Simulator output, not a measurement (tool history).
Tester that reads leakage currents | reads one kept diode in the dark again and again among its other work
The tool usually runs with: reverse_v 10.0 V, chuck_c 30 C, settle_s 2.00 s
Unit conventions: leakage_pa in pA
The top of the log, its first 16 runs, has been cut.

{"run": 17, "hour": 347.0, "reverse_v": 4.3, "chuck_c": 30, "settle_s": 2.0, "leakage_pa": 56.6}
{"run": 18, "hour": 376.5, "reverse_v": 10.0, "chuck_c": 30, "settle_s": 2.0, "leakage_pa": 98.68}
{"run": 19, "hour": 404.3, "reverse_v": 19.7, "chuck_c": 30, "settle_s": 2.0, "leakage_pa": 157.82}
{"run": 20, "hour": 426.2, "reverse_v": 10.0, "chuck_c": 30, "settle_s": 2.0, "leakage_pa": 99.35}
{"run": 21, "hour": 442.1, "reverse_v": 10.0, "chuck_c": 30, "settle_s": 2.0, "leakage_pa": 99.18}
{"run": 22, "hour": 458.4, "reverse_v": 10.0, "chuck_c": 30, "settle_s": 2.0, "leakage_pa": 99.0}
{"run": 23, "hour": 479.4, "reverse_v": 4.2, "chuck_c": 33, "settle_s": 3.87, "leakage_pa": 66.27}
{"run": 24, "hour": 492.3, "reverse_v": 4.2, "chuck_c": 33, "settle_s": 3.87, "leakage_pa": 66.55}
{"run": 25, "hour": 505.9, "reverse_v": 10.0, "chuck_c": 30, "settle_s": 8.65, "leakage_pa": 98.57}
{"run": 26, "hour": 527.8, "reverse_v": 10.0, "chuck_c": 30, "settle_s": 8.65, "leakage_pa": 98.51}
{"run": 27, "hour": 555.1, "reverse_v": 19.3, "chuck_c": 30, "settle_s": 5.75, "leakage_pa": 156.04}
{"run": 28, "hour": 573.7, "reverse_v": 13.3, "chuck_c": 32, "settle_s": 0.31, "leakage_pa": 135.8}

Run 29 is up next; what results do you expect?
{"run": 29, "hour": 595.7, "reverse_v": 10.0, "chuck_c": 35, "settle_s": 4.15, "leakage_pa": "?"}

leakage_pa: 131.64 pA
Take away the tool's hidden state, keep the run-to-run variation as it was, and the same run would have given leakage_pa 112.50 pA.
